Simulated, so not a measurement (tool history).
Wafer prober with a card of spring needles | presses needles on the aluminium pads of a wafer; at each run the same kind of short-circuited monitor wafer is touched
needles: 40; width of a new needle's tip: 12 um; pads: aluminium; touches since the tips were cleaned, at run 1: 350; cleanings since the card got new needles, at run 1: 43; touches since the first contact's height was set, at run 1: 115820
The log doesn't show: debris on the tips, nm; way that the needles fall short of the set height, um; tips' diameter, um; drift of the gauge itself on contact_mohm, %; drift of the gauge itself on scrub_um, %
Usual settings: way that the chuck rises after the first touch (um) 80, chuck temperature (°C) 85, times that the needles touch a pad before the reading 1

run   hour  way that the chuck rises after the first touch (um)  chuck temperature (°C)  times that the needles touch a pad before the reading  touches since the tips were cleaned  cleanings since the card got new needles  touches since the first contact's height was set  resistance of one needle with its contact and lead (mohm)  way that a needle slides on the pad (um)
  1    0.0                                                   80                      85                                                      1                                  350                                        43                                            115820                                                        122                                     12.67
      10.0  -- tips cleaned on abrasive film
      21.3  -- tips cleaned on abrasive film
  2   21.3                                                   80                      85                                                      2                                    0                                        45                                            120380                                                        121                                     13.13
  3   31.9                                                   80                      92                                                      1                                 2280                                        45                                            122660                                                        121                                     12.93
      33.8  -- tips cleaned on abrasive film
      44.6  -- tips cleaned on abrasive film
  4   49.8                                                   80                      92                                                      1                                 1120                                        47                                            126474                                                        122                                     12.89
      56.5  -- tips cleaned on abrasive film
  5   65.0                                                   80                      92                                                      1                                 1836                                        48                                            129734                                                        122                                     12.84
      67.7  -- tips cleaned on abrasive film
      78.8  -- tips cleaned on abrasive film
  6   87.8                                                   80                      92                                                      1                                 1940                                        50                                            134602                                                        123                                     13.10
      89.7  -- tips cleaned on abrasive film
     100.8  -- tips cleaned on abrasive film
  7  104.4                                                   80                      92                                                      1                                  778                                        52                                            138137                                                        123                                     13.03
     112.5  -- tips cleaned on abrasive film
  8  114.3                                                   80                      92                                                      1                                  388                                        53                                            140249                                                        123                                     12.75
     123.2  -- tips cleaned on abrasive film
     135.5  -- tips cleaned on abrasive film
  9  136.5                                                   80                      92                                                      1                                  215                                        55                                            144996                                                        123                                     12.99
     146.6  -- tips cleaned on abrasive film
 10  150.9                                                   80                      92                                                      1                                  932                                        56                                            148080                                                        124                                     12.97
     157.8  -- tips cleaned on abrasive film
 11  163.1                                                   92                      85                                                      1                                 1141                                        57                                            150692                                                        121                                     14.74
     169.3  -- tips cleaned on abrasive film
 12  172.3                                                   92                      85                                                      1                                  653                                        58                                            152654                                                        120                                     14.94
     175.9  -- height of the first contact set anew
     180.3  -- tips cleaned on abrasive film
 13  186.8                                                   72                      85                                                      1                                 1407                                        59                                              2324                                                        123                                     11.56
     191.9  -- tips cleaned on abrasive film
     203.1  -- tips cleaned on abrasive film
 14  205.3                                                   86                      85                                                      1                                  488                                        61                                              6272                                                        120                                     13.95
     214.2  -- tips cleaned on abrasive film
 15  224.8                                                   86                      85                                                      1                                 2278                                        62                                             10452                                                        119                                     14.29
     226.6  -- tips cleaned on abrasive film
 16  236.1                                                   80                      85                                                      1                                 2057                                        63                                             12865                                                        119                                     13.00
     237.5  -- tips cleaned on abrasive film
     249.2  -- tips cleaned on abrasive film
 17  255.1                                                   64                      62                                                      2                                 1262                                        65                                             16914                                                        122                                     10.43
     260.6  -- tips cleaned on abrasive film
 18  269.3                                                   64                      62                                                      2                                 1877                                        66                                             19960                                                        119                                     10.22
     271.3  -- tips cleaned on abrasive film
     282.7  -- tips cleaned on abrasive film
 19  282.7                                                   64                      62                                                      2                                    0                                        68                                             22800                                                        119                                     10.48
     293.8  -- tips cleaned on abrasive film
 20  294.9                                                   97                      62                                                      1                                  237                                        69                                             25418                                                        118                                     15.68
     304.6  -- tips cleaned on abrasive film
 21  311.2                                                   64                      26                                                      1                                 1420                                        70                                             28910                                                        117                                     10.27
     316.2  -- tips cleaned on abrasive film
 22  321.5                                                   64                      26                                                      1                                 1153                                        71                                             31114                                                        117                                     10.24
     327.9  -- tips cleaned on abrasive film
     339.8  -- tips cleaned on abrasive film
 23  340.4                                                   81                      26                                                      3                                  132                                        73                                             35146                                                        114                                     13.22
     351.2  -- tips cleaned on abrasive film
 24  351.4                                                   80                      50                                                      2                                   26                                        74                                             37484                                                        119                                     12.88
     362.6  -- tips cleaned on abrasive film
 25  371.0                                                   71                      85                                                      2                                 1822                                        75                                             41710                                                        122                                     11.60
     373.6  -- tips cleaned on abrasive film
     384.4  -- tips cleaned on abrasive film
 26  388.2                                                   71                      32                                                      2                                  822                                        77                                             45369                                                        118                                     11.69
     396.2  -- tips cleaned on abrasive film
 27  399.0                                                   80                      85                                                      2                                  608                                        78                                             47683                                                        122                                     12.83
     408.0  -- tips cleaned on abrasive film
     418.9  -- tips cleaned on abrasive film
 28  418.9                                                   94                      85                                                      1                                    1                                        80                                             51922                                                        118                                     15.10
     431.3  -- tips cleaned on abrasive film
 29  432.6                                                   94                      85                                                      1                                  285                                        81                                             54865                                                        121                                     15.19
     442.5  -- tips cleaned on abrasive film
 30  448.3                                                   94                      85                                                      1                                 1246                                        82                                             58213                                                        119                                     15.43
     453.8  -- tips cleaned on abrasive film
 31  457.4                                                   63                     101                                                      1                                  794                                        83                                             60170                                                        127                                     10.00

4 ways to go on from here, each from the tool as it stands after run 31. What would each give?
     464.7  -- tips cleaned on abrasive film
  A  473.6                                                   99                      38                                                      2                                 1919                                        84                                             63624                                                          ?                                         ?
     464.7  -- tips cleaned on abrasive film
  B  473.6                                                   75                     101                                                      1                                 1919                                        84                                             63624                                                          ?                                         ?
     464.7  -- tips cleaned on abrasive film
  C  473.6                                                   80                      35                                                      1                                 1919                                        84                                             63624                                                          ?                                         ?
     464.7  -- tips cleaned on abrasive film
  D  473.6                                                   92                      43                                                      2                                 1919                                        84                                             63624                                                          ?                                         ?

run  resistance of one needle with its contact and lead (mohm)  way that a needle slides on the pad (um)
  A                                                        114                                     16.00
  B                                                        126                                     12.19
  C                                                        115                                     12.82
  D                                                        114                                     15.14
Without the tool's hidden state the same runs would have given:
run  resistance of one needle with its contact and lead (mohm)  way that a needle slides on the pad (um)
  A                                                        114                                     16.01
  B                                                        125                                     12.20
  C                                                        114                                     12.83
  D                                                        114                                     15.15
